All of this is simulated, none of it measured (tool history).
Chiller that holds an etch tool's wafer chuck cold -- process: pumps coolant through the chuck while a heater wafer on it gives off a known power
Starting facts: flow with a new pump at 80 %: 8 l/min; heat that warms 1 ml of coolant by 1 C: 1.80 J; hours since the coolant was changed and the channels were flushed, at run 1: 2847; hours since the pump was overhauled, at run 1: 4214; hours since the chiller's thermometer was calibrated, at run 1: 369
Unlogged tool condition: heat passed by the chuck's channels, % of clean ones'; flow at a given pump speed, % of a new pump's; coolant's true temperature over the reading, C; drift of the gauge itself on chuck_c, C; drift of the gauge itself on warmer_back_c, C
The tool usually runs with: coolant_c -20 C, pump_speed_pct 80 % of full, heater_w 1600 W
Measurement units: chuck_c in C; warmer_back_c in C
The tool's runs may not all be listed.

| run | hour | coolant_c | pump_speed_pct | heater_w | hours since the coolant was changed and the channels were flushed | hours since the pump was overhauled | hours since the chiller's thermometer was calibrated | chuck_c | warmer_back_c |
|---|---|---|---|---|---|---|---|---|---|
| 1 | 0.0 | -20 | 80 | 1600 | 2847 | 4214 | 369 | -8.2 | 6.67 |
| 2 | 72.0 | -20 | 80 | 1600 | 2919 | 4286 | 441 | -8.2 | 6.63 |
| 3 | 177.4 | -20 | 95 | 1600 | 3024 | 4392 | 547 | -10.1 | 5.44 |
| 4 | 302.5 | -20 | 80 | 1600 | 3149 | 4517 | 672 | -8.6 | 6.61 |
| 5 | 423.4 | -20 | 80 | 1600 | 3270 | 4638 | 793 | -8.5 | 6.61 |
| 6 | 575.1 | -20 | 73 | 1600 | 3422 | 4790 | 945 | -7.2 | 7.35 |
| 7 | 665.5 | -20 | 73 | 1600 | 3512 | 4880 | 1035 | -7.5 | 7.26 |
| 8 | 820.2 | -16 | 80 | 1600 | 3667 | 5035 | 1190 | -4.5 | 6.58 |
| 9 | 900.3 | -22 | 80 | 1600 | 3747 | 5115 | 1270 | -10.4 | 6.59 |
| 10 | 992.8 | -20 | 71 | 1600 | 3839 | 5207 | 1362 | -7.0 | 7.53 |
| 11 | 1139.2 | -20 | 71 | 1600 | 3986 | 5354 | 1509 | -6.9 | 7.49 |
| 12 | 1215.5 | -20 | 71 | 1600 | 4062 | 5430 | 1585 | -7.0 | 7.53 |
| 13 | 1340.7 | -20 | 71 | 1600 | 4187 | 5555 | 1710 | -7.1 | 7.48 |
| 14 | 1424.1 | -20 | 71 | 1600 | 4271 | 5639 | 1794 | -7.1 | 7.44 |
|  | 1528.6 | coolant changed, channels flushed |
| 15 | 1587.3 | -20 | 76 | 1600 | 59 | 5796 | 1951 | -7.9 | 6.86 |
| 16 | 1712.4 | -20 | 76 | 1600 | 184 | 5921 | 2076 | -8.0 | 6.85 |
|  | 1843.1 | chiller's thermometer calibrated |
| 17 | 1860.1 | -20 | 76 | 1600 | 331 | 6068 | 17 | -7.9 | 6.85 |
| 18 | 1933.9 | -20 | 76 | 1600 | 404 | 6141 | 91 | -7.8 | 6.71 |
| 19 | 2062.6 | -20 | 76 | 1976 | 533 | 6270 | 219 | -4.9 | 8.45 |
| 20 | 2199.5 | -20 | 76 | 1976 | 670 | 6407 | 356 | -4.9 | 8.45 |
| 21 | 2290.9 | -25 | 95 | 1550 | 761 | 6498 | 448 | -15.6 | 5.05 |
| 22 | 2436.3 | -20 | 63 | 1568 | 907 | 6644 | 593 | -5.9 | 8.19 |
| 23 | 2502.3 | -23 | 71 | 1791 | 973 | 6710 | 659 | -8.6 | 8.19 |
| 24 | 2583.8 | -23 | 71 | 1791 | 1054 | 6791 | 741 | -8.4 | 8.21 |
| 25 | 2726.8 | -20 | 88 | 1409 | 1197 | 6934 | 884 | -10.9 | 4.87 |

Predict the results of run 26:
| 26 | 2836.1 | -16 | 80 | 1600 | 1307 | 7044 | 993 | ? | ? |

For run 26 the tool returned chuck_c -4.4 C, warmer_back_c 6.32 C.
With the hidden condition absent and the run-to-run variation left alone, this run would have shown chuck_c -4.5 C, warmer_back_c 6.71 C.
